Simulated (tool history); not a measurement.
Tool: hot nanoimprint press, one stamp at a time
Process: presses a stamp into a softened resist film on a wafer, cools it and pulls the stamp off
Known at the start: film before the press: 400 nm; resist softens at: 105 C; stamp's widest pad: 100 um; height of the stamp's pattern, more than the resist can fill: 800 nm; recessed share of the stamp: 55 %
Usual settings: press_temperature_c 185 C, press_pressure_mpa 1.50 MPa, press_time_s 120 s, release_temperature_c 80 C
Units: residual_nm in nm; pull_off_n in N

run 1 hour=0.0 | press_temperature_c=185 press_pressure_mpa=1.50 press_time_s=120 release_temperature_c=80 | residual_nm=156.4 pull_off_n=166
run 2 hour=20.8 | press_temperature_c=185 press_pressure_mpa=1.50 press_time_s=120 release_temperature_c=80 | residual_nm=156.2 pull_off_n=164
run 3 hour=34.2 | press_temperature_c=185 press_pressure_mpa=1.50 press_time_s=120 release_temperature_c=80 | residual_nm=156.8 pull_off_n=166
run 4 hour=47.7 | press_temperature_c=185 press_pressure_mpa=1.50 press_time_s=180 release_temperature_c=80 | residual_nm=137.0 pull_off_n=168
run 5 hour=64.5 | press_temperature_c=185 press_pressure_mpa=1.50 press_time_s=180 release_temperature_c=80 | residual_nm=137.4 pull_off_n=168
run 6 hour=82.2 | press_temperature_c=185 press_pressure_mpa=1.50 press_time_s=180 release_temperature_c=80 | residual_nm=136.7 pull_off_n=161
run 7 hour=92.9 | press_temperature_c=185 press_pressure_mpa=1.50 press_time_s=180 release_temperature_c=80 | residual_nm=137.2 pull_off_n=168
run 8 hour=111.3 | press_temperature_c=185 press_pressure_mpa=1.50 press_time_s=180 release_temperature_c=80 | residual_nm=136.8 pull_off_n=171
run 9 hour=133.2 | press_temperature_c=185 press_pressure_mpa=1.50 press_time_s=180 release_temperature_c=80 | residual_nm=138.4 pull_off_n=173
-- hour=146.2 plate thermocouple calibrated
run 10 hour=151.9 | press_temperature_c=185 press_pressure_mpa=1.50 press_time_s=180 release_temperature_c=80 | residual_nm=137.4 pull_off_n=172
run 11 hour=174.8 | press_temperature_c=185 press_pressure_mpa=1.50 press_time_s=120 release_temperature_c=80 | residual_nm=158.2 pull_off_n=159
run 12 hour=195.8 | press_temperature_c=185 press_pressure_mpa=1.16 press_time_s=120 release_temperature_c=80 | residual_nm=183.1 pull_off_n=169
run 13 hour=209.1 | press_temperature_c=185 press_pressure_mpa=1.16 press_time_s=120 release_temperature_c=80 | residual_nm=183.6 pull_off_n=171
run 14 hour=230.1 | press_temperature_c=185 press_pressure_mpa=1.16 press_time_s=120 release_temperature_c=80 | residual_nm=183.1 pull_off_n=165
run 15 hour=241.9 | press_temperature_c=185 press_pressure_mpa=1.50 press_time_s=120 release_temperature_c=80 | residual_nm=158.6 pull_off_n=167
run 16 hour=254.3 | press_temperature_c=185 press_pressure_mpa=1.50 press_time_s=120 release_temperature_c=80 | residual_nm=158.2 pull_off_n=167
run 17 hour=265.2 | press_temperature_c=185 press_pressure_mpa=0.95 press_time_s=120 release_temperature_c=87 | residual_nm=205.6 pull_off_n=146
run 18 hour=283.9 | press_temperature_c=185 press_pressure_mpa=0.95 press_time_s=120 release_temperature_c=87 | residual_nm=205.3 pull_off_n=150
run 19 hour=307.1 | press_temperature_c=185 press_pressure_mpa=0.95 press_time_s=120 release_temperature_c=87 | residual_nm=205.1 pull_off_n=152
run 20 hour=316.7 | press_temperature_c=185 press_pressure_mpa=0.95 press_time_s=120 release_temperature_c=87 | residual_nm=206.6 pull_off_n=148
run 21 hour=337.1 | press_temperature_c=185 press_pressure_mpa=0.95 press_time_s=120 release_temperature_c=87 | residual_nm=204.6 pull_off_n=153
run 22 hour=358.9 | press_temperature_c=179 press_pressure_mpa=1.51 press_time_s=120 release_temperature_c=80 | residual_nm=201.2 pull_off_n=164
run 23 hour=371.5 | press_temperature_c=187 press_pressure_mpa=2.25 press_time_s=127 release_temperature_c=72 | residual_nm=112.7 pull_off_n=195
run 24 hour=392.5 | press_temperature_c=187 press_pressure_mpa=1.02 press_time_s=109 release_temperature_c=81 | residual_nm=191.1 pull_off_n=166
run 25 hour=414.9 | press_temperature_c=181 press_pressure_mpa=1.50 press_time_s=205 release_temperature_c=83 | residual_nm=157.1 pull_off_n=160
run 26 hour=425.2 | press_temperature_c=194 press_pressure_mpa=1.50 press_time_s=178 release_temperature_c=80 | residual_nm=99.8 pull_off_n=164
run 27 hour=435.0 | press_temperature_c=194 press_pressure_mpa=1.50 press_time_s=178 release_temperature_c=80 | residual_nm=99.4 pull_off_n=168
run 28 hour=457.8 | press_temperature_c=194 press_pressure_mpa=1.50 press_time_s=178 release_temperature_c=80 | residual_nm=99.2 pull_off_n=171
-- hour=471.8 stamp cleaned and given a new release coat
-- hour=474.6 gauge calibrated
run 29 hour=476.3 | press_temperature_c=195 press_pressure_mpa=2.06 press_time_s=184 release_temperature_c=80 | residual_nm=76.8 pull_off_n=168

Forecast each of these 4 alternatives for the next run:
run A hour=493.0 | press_temperature_c=189 press_pressure_mpa=2.06 press_time_s=184 release_temperature_c=75 | residual_nm=? pull_off_n=?
run B hour=493.0 | press_temperature_c=185 press_pressure_mpa=1.50 press_time_s=65 release_temperature_c=76 | residual_nm=? pull_off_n=?
run C hour=493.0 | press_temperature_c=195 press_pressure_mpa=1.93 press_time_s=91 release_temperature_c=69 | residual_nm=? pull_off_n=?
run D hour=493.0 | press_temperature_c=182 press_pressure_mpa=2.06 press_time_s=67 release_temperature_c=80 | residual_nm=? pull_off_n=?

run=A residual_nm=94.8 pull_off_n=185
run=B residual_nm=191.5 pull_off_n=174
run=C residual_nm=102.3 pull_off_n=202
run=D residual_nm=177.9 pull_off_n=167
Without the tool's hidden state the same runs would have given:
run=A residual_nm=94.6 pull_off_n=185
run=B residual_nm=191.1 pull_off_n=174
run=C residual_nm=102.0 pull_off_n=202
run=D residual_nm=177.5 pull_off_n=167
